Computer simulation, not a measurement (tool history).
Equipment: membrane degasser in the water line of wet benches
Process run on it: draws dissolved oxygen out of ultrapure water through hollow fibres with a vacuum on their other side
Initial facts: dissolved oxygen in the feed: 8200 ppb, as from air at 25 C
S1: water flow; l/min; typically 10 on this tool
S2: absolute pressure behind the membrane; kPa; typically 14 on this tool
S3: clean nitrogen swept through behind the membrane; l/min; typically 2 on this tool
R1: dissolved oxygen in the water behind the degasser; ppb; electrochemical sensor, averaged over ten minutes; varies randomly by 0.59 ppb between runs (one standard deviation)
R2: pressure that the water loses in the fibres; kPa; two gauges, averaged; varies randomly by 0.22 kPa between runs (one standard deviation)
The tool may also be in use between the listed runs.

Run 1, day 0: usual settings. Result: R1 140 ppb, R2 52.93 kPa.
Run 2, day 4.888: usual settings. Result: R1 139.9 ppb, R2 53.47 kPa.
Run 3, day 12.962: usual settings. Result: R1 138.9 ppb, R2 53.15 kPa.
Run 4, day 19.767: usual settings. Result: R1 139.3 ppb, R2 53.34 kPa.
Run 5, day 25.271: usual settings. Result: R1 140.7 ppb, R2 53.13 kPa.
Run 6, day 35.271: usual settings. Result: R1 140.8 ppb, R2 53.34 kPa.
Run 7, day 41.458: usual settings. Result: R1 140.2 ppb, R2 52.91 kPa.
Run 8, day 48.054: usual settings. Result: R1 141.5 ppb, R2 53.31 kPa.
At day 51.854: vacuum gauge calibrated.
Run 9, day 57.454: usual settings. Result: R1 139.1 ppb, R2 53.73 kPa.
Run 10, day 62.529: usual settings. Result: R1 139.9 ppb, R2 53.4 kPa.
Run 11, day 71.533: usual settings but S3 3.29 l/min. Result: R1 88.6 ppb, R2 53.82 kPa.
Run 12, day 82.029: usual settings but S3 3.29 l/min. Result: R1 88.3 ppb, R2 53.44 kPa.
Run 13, day 90.125: usual settings but S1 9 l/min, S3 3.29 l/min. Result: R1 78.5 ppb, R2 47.8 kPa.
Run 14, day 98.425: usual settings but S1 9 l/min, S3 3.29 l/min. Result: R1 78.3 ppb, R2 48.11 kPa.
Run 15, day 109.079: usual settings but S1 9 l/min, S3 3.29 l/min. Result: R1 79.2 ppb, R2 48.31 kPa.
Run 16, day 118.446: usual settings but S1 9 l/min, S3 3.29 l/min. Result: R1 79.6 ppb, R2 48.11 kPa.
Run 17, day 127.833: usual settings but S2 9 kPa. Result: R1 78.8 ppb, R2 53.97 kPa.
At day 128.892: seals of the vacuum lines changed.
Run 18, day 135.896: usual settings but S3 1.66 l/min. Result: R1 161.2 ppb, R2 53.6 kPa.
Run 19, day 140.583: usual settings but S3 1.66 l/min. Result: R1 159.9 ppb, R2 54 kPa.
Run 20, day 145.938: usual settings but S3 1.66 l/min. Result: R1 161.3 ppb, R2 53.91 kPa.
Run 21, day 152.521: usual settings but S1 13 l/min. Result: R1 187.7 ppb, R2 69.79 kPa.
Run 22, day 160.392: usual settings but S1 13 l/min. Result: R1 187.7 ppb, R2 70.23 kPa.
Run 23, day 165.383: usual settings but S1 11 l/min, S2 8.6 kPa. Result: R1 80.8 ppb, R2 59.41 kPa.
Run 24, day 174.308: usual settings but S2 33.1 kPa, S3 4.17 l/min. Result: R1 181.8 ppb, R2 53.86 kPa.
Run 25, day 179.333: usual settings but S2 33.1 kPa, S3 4.17 l/min. Result: R1 182.8 ppb, R2 53.71 kPa.
Run 26, day 187.104: usual settings but S1 16 l/min, S2 18.6 kPa, S3 1.1 l/min. Result: R1 538.2 ppb, R2 86.32 kPa.
Run 27, day 192.046: usual settings but S1 7 l/min, S2 33.2 kPa, S3 1.38 l/min. Result: R1 365 ppb, R2 37.9 kPa.
Run 28, day 200.629: usual settings but S1 8 l/min, S2 21.9 kPa, S3 1.38 l/min. Result: R1 261.4 ppb, R2 43.24 kPa.
Run 29, day 209.292: usual settings but S1 12 l/min, S2 16.7 kPa, S3 3.28 l/min. Result: R1 134.3 ppb, R2 65.49 kPa.
At day 217.321: vacuum gauge calibrated.
Run 30, day 217.812: usual settings but S1 11 l/min, S2 9.4 kPa, S3 0.8 l/min. Result: R1 203.8 ppb, R2 59.55 kPa.
Run 31, day 223.696: usual settings but S1 7 l/min, S2 10.3 kPa, S3 2.63 l/min. Result: R1 47.8 ppb, R2 37.83 kPa.
Run 32, day 229.708: usual settings but S1 7 l/min, S2 10.3 kPa, S3 2.63 l/min. Result: R1 48.1 ppb, R2 37.58 kPa.
Run 33, day 240.308: usual settings but S1 7 l/min, S2 10.3 kPa, S3 5.59 l/min. Result: R1 23.3 ppb, R2 38.29 kPa.

Alternative continuations, all from the tool just after run 33; predict every row:
Run A, day 247.042: usual settings but S1 6 l/min, S2 20.4 kPa, S3 2.65 l/min. Result: R1 ?, R2 ?.
Run B, day 247.042: usual settings but S1 7 l/min, S2 10.3 kPa, S3 2.56 l/min. Result: R1 ?, R2 ?.
Run C, day 247.042: usual settings but S1 7 l/min, S2 11.6 kPa, S3 0.92 l/min. Result: R1 ?, R2 ?.

run     R1     R2
  A   98.6  32.64
  B   49.4  38.24
  C  155.2  38.22
Without the tool's hidden state the same runs would have given:
run     R1     R2
  A   96.2   31.5
  B   48.1   36.9
  C  151.7  36.88
